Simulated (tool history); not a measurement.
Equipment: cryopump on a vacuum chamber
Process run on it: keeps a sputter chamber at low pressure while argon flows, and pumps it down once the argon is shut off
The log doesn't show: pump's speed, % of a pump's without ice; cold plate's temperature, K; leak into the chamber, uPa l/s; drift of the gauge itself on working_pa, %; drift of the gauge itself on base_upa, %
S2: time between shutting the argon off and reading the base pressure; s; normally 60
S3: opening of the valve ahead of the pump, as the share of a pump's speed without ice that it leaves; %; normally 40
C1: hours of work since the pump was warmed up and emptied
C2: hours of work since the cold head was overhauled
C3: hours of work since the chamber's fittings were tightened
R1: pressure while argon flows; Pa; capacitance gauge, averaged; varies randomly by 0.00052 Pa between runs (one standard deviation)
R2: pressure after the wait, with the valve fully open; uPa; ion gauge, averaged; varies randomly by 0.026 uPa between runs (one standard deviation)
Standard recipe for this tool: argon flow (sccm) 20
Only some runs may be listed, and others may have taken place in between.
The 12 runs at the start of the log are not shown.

{"run": 13, "day": 17.125, "argon flow (sccm)": 20, "S2": 60, "S3": 22, "C1": 298, "C2": 298, "C3": 682, "R1": 0.0756, "R2": 2.15}
{"run": 14, "day": 18.225, "argon flow (sccm)": 20, "S2": 60, "S3": 22, "C1": 311, "C2": 311, "C3": 695, "R1": 0.0753, "R2": 2.18}
{"run": 15, "day": 20.179, "argon flow (sccm)": 20, "S2": 60, "S3": 22, "C1": 335, "C2": 335, "C3": 719, "R1": 0.0753, "R2": 2.23}
{"run": 16, "day": 21.788, "argon flow (sccm)": 20, "S2": 60, "S3": 22, "C1": 354, "C2": 354, "C3": 738, "R1": 0.0757, "R2": 2.31}
{"run": 17, "day": 22.971, "argon flow (sccm)": 20, "S2": 60, "S3": 31, "C1": 369, "C2": 369, "C3": 752, "R1": 0.0551, "R2": 2.26}
{"run": 18, "day": 24.521, "argon flow (sccm)": 20, "S2": 60, "S3": 26, "C1": 388, "C2": 388, "C3": 771, "R1": 0.0643, "R2": 2.4}
{"run": 19, "day": 25.854, "argon flow (sccm)": 25, "S2": 60, "S3": 27, "C1": 404, "C2": 404, "C3": 787, "R1": 0.0783, "R2": 2.32}
{"run": 20, "day": 27.188, "argon flow (sccm)": 20, "S2": 241, "S3": 38, "C1": 420, "C2": 420, "C3": 803, "R1": 0.0459, "R2": 1.82}

Run 21, settings as shown, results not yet in. Your forecast:
{"run": 21, "day": 29.092, "argon flow (sccm)": 20, "S2": 60, "S3": 21, "C1": 443, "C2": 443, "C3": 826, "R1": "?", "R2": "?"}

{"run 21": {"R1": 0.0792, "R2": 2.5}}
Were there no unlogged condition in the tool, this run, its random variation unchanged, would have produced R1 0.0750 Pa, R2 1.04 uPa.

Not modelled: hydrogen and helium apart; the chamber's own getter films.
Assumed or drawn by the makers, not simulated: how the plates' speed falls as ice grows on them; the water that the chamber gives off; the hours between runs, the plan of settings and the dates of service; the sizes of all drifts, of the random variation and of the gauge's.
